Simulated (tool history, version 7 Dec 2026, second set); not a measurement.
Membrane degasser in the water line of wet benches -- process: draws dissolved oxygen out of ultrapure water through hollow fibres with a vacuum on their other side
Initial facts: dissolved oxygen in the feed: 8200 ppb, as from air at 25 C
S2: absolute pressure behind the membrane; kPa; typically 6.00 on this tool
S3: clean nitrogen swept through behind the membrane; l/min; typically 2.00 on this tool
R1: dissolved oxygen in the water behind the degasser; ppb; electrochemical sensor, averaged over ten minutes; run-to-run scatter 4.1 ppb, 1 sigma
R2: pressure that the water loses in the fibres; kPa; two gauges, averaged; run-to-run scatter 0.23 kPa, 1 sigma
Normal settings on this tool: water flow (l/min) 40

Run 1, hour 0.0: usual settings. Result: R1 427.8 ppb, R2 58.91 kPa.
Run 2, hour 104.9: usual settings but water flow (l/min) 44. Result: R1 469.7 ppb, R2 65.54 kPa.
Run 3, hour 163.6: usual settings but water flow (l/min) 44. Result: R1 464.6 ppb, R2 65.54 kPa.
Run 4, hour 269.7: usual settings but water flow (l/min) 44. Result: R1 473.2 ppb, R2 65.52 kPa.
Run 5, hour 387.8: usual settings but water flow (l/min) 44. Result: R1 476.1 ppb, R2 65.07 kPa.
Run 6, hour 494.1: usual settings but water flow (l/min) 44. Result: R1 484.6 ppb, R2 65.41 kPa.
Run 7, hour 590.9: usual settings but water flow (l/min) 44, S3 5.52 l/min. Result: R1 408.2 ppb, R2 64.83 kPa.
Run 8, hour 716.3: usual settings but water flow (l/min) 44, S3 5.52 l/min. Result: R1 410.8 ppb, R2 65.48 kPa.
Run 9, hour 819.4: usual settings but water flow (l/min) 62. Result: R1 669.5 ppb, R2 92.61 kPa.
Run 10, hour 871.0: usual settings. Result: R1 438.1 ppb, R2 59.61 kPa.
Run 11, hour 962.9: usual settings. Result: R1 432.9 ppb, R2 59.22 kPa.
Run 12, hour 1052.5: usual settings but S2 4.11 kPa. Result: R1 352.8 ppb, R2 59.64 kPa.
Run 13, hour 1169.2: usual settings but water flow (l/min) 38, S2 6.70 kPa, S3 0.89 l/min. Result: R1 564.0 ppb, R2 56.61 kPa.
Run 14, hour 1244.7: usual settings but S2 5.77 kPa. Result: R1 434.3 ppb, R2 60.08 kPa.
Run 15, hour 1312.5: usual settings but S2 6.37 kPa, S3 5.31 l/min. Result: R1 382.0 ppb, R2 59.89 kPa.
Run 16, hour 1433.9: usual settings but water flow (l/min) 28, S2 6.37 kPa, S3 1.24 l/min. Result: R1 355.3 ppb, R2 41.89 kPa.
Run 17, hour 1524.2: usual settings but water flow (l/min) 34, S2 14.17 kPa. Result: R1 656.2 ppb, R2 51.02 kPa.
Run 18, hour 1582.4: usual settings but water flow (l/min) 27, S2 4.90 kPa, S3 1.16 l/min. Result: R1 275.6 ppb, R2 40.38 kPa.
Run 19, hour 1699.8: usual settings but water flow (l/min) 55, S2 9.12 kPa, S3 2.19 l/min. Result: R1 742.6 ppb, R2 82.21 kPa.

Table of differences, measured result less the result of that run with no hidden state. Run-to-run variation is the same in both. Gauge scatter possibly is not:
Hidden state at play: membrane still open, %; true pressure behind the membrane over the reading, kPa; air that leaks in behind the membrane, l/min; drift of the gauge itself on oxygen_ppb, %; drift of the gauge itself on loss_of_pressure_kpa, %.
run     R1     R2
  1  +14.4  +0.89
  2  +16.2  +1.03
  3  +16.4  +1.05
  4  +17.7  +1.10
  5  +18.8  +1.16
  6  +19.9  +1.20
  7  +21.2  +1.25
  8  +22.3  +1.31
  9  +28.0  +1.93
 10  +21.5  +1.27
 11  +22.0  +1.30
 12  +22.5  +1.34
 13  +21.2  +1.33
 14  +24.7  +1.43
 15  +25.4  +1.46
 16  +18.9  +1.05
 17  +23.8  +1.31
 18  +18.8  +1.05
 19  +34.1  +2.22

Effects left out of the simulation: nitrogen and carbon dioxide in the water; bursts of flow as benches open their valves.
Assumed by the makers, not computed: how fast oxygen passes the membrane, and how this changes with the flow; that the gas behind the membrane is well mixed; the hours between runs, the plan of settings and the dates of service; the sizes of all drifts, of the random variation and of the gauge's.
